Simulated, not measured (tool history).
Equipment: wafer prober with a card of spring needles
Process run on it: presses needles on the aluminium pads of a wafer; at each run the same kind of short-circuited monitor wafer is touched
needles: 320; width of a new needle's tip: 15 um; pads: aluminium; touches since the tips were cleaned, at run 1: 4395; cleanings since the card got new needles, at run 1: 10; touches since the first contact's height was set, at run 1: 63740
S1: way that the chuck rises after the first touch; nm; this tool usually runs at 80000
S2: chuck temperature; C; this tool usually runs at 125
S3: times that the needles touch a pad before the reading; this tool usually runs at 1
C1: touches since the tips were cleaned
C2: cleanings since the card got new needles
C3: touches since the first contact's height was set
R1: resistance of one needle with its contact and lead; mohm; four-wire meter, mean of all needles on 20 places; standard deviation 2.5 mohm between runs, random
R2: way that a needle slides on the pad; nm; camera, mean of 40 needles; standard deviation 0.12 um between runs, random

| run | hour | S1 | S2 | S3 | C1 | C2 | C3 | R1 | R2 |
|---|---|---|---|---|---|---|---|---|---|
| 1 | 0.0 | 80000 | 125 | 1 | 4395 | 10 | 63740 | 304 | 19680 |
|  | 5.7 | tips cleaned on abrasive film |
| 2 | 13.9 | 80000 | 125 | 1 | 1402 | 11 | 66111 | 301 | 19440 |
|  | 35.6 | tips cleaned on abrasive film |
| 3 | 36.5 | 80000 | 125 | 1 | 149 | 12 | 69983 | 288 | 19590 |
| 4 | 45.9 | 80000 | 125 | 1 | 1769 | 12 | 71603 | 299 | 19720 |
|  | 65.3 | tips cleaned on abrasive film |
| 5 | 66.5 | 80000 | 125 | 1 | 201 | 13 | 75136 | 288 | 19580 |
| 6 | 87.8 | 80000 | 125 | 1 | 3871 | 13 | 78806 | 304 | 19620 |
|  | 95.4 | tips cleaned on abrasive film |
| 7 | 97.6 | 80000 | 125 | 2 | 385 | 14 | 80478 | 291 | 19470 |
| 8 | 120.0 | 80000 | 125 | 2 | 4229 | 14 | 84322 | 299 | 19660 |
|  | 125.8 | tips cleaned on abrasive film |
| 9 | 142.0 | 80000 | 125 | 2 | 2792 | 15 | 88099 | 295 | 19610 |
| 10 | 151.5 | 80000 | 125 | 2 | 4431 | 15 | 89738 | 289 | 19680 |
|  | 155.6 | tips cleaned on abrasive film |
| 11 | 167.7 | 80000 | 27 | 2 | 2096 | 16 | 92512 | 266 | 19570 |
| 12 | 181.9 | 80000 | 89 | 1 | 4535 | 16 | 94951 | 298 | 19370 |
|  | 185.0 | tips cleaned on abrasive film |
| 13 | 194.7 | 80000 | 89 | 1 | 1679 | 17 | 97140 | 288 | 19490 |
| 14 | 207.7 | 80000 | 89 | 1 | 3908 | 17 | 99369 | 296 | 19510 |
|  | 215.6 | tips cleaned on abrasive film |
| 15 | 228.1 | 80000 | 89 | 1 | 2146 | 18 | 102862 | 292 | 19510 |
|  | 245.8 | tips cleaned on abrasive film |
| 16 | 245.8 | 80000 | 102 | 2 | 0 | 19 | 105905 | 279 | 19650 |
| 17 | 262.8 | 92000 | 48 | 1 | 2919 | 19 | 108824 | 281 | 22520 |
|  | 275.5 | tips cleaned on abrasive film |
| 18 | 276.1 | 92000 | 48 | 1 | 98 | 20 | 111093 | 266 | 22490 |
| 19 | 288.2 | 92000 | 48 | 1 | 2183 | 20 | 113178 | 273 | 22420 |
| 20 | 298.4 | 80000 | 125 | 3 | 3946 | 20 | 114941 | 288 | 19610 |
|  | 306.3 | tips cleaned on abrasive film |
| 21 | 313.0 | 80000 | 66 | 3 | 1161 | 21 | 117442 | 270 | 19590 |
| 22 | 335.0 | 66000 | 110 | 2 | 4947 | 21 | 121228 | 300 | 16090 |
|  | 336.7 | tips cleaned on abrasive film |
| 23 | 354.4 | 66000 | 39 | 1 | 3045 | 22 | 124544 | 292 | 15750 |
|  | 366.2 | tips cleaned on abrasive film |
| 24 | 377.0 | 66000 | 39 | 1 | 1862 | 23 | 128415 | 284 | 16030 |

For some of the steps in R1 from one run to the next: how much would appear even if the tool had no hidden state, given the settings, what came in and random variation, and how much remains for the hidden state plus any gauge scatter that the measured result and the result without hidden state don't share?
Unlogged tool condition in this case: debris on the tips, nm; way that the needles fall short of the set height, um; tips' diameter, um; drift of the gauge itself on contact_mohm, %; drift of the gauge itself on scrub_um, %.
Run 5 -> 6: nothing adjusted, nothing logged. R1 +16 mohm: hidden state +16, all else +0.
Run 6 -> 7: S3 1 -> 2, tips cleaned on abrasive film. R1 -13 mohm: hidden state -16, all else +3.
Run 11 -> 12: S2 27 -> 89, S3 2 -> 1. R1 +32 mohm: hidden state +12, all else +20.
Run 21 -> 22: S1 80000 -> 66000, S2 66 -> 110, S3 3 -> 2. R1 +30 mohm: hidden state +14, all else +16.
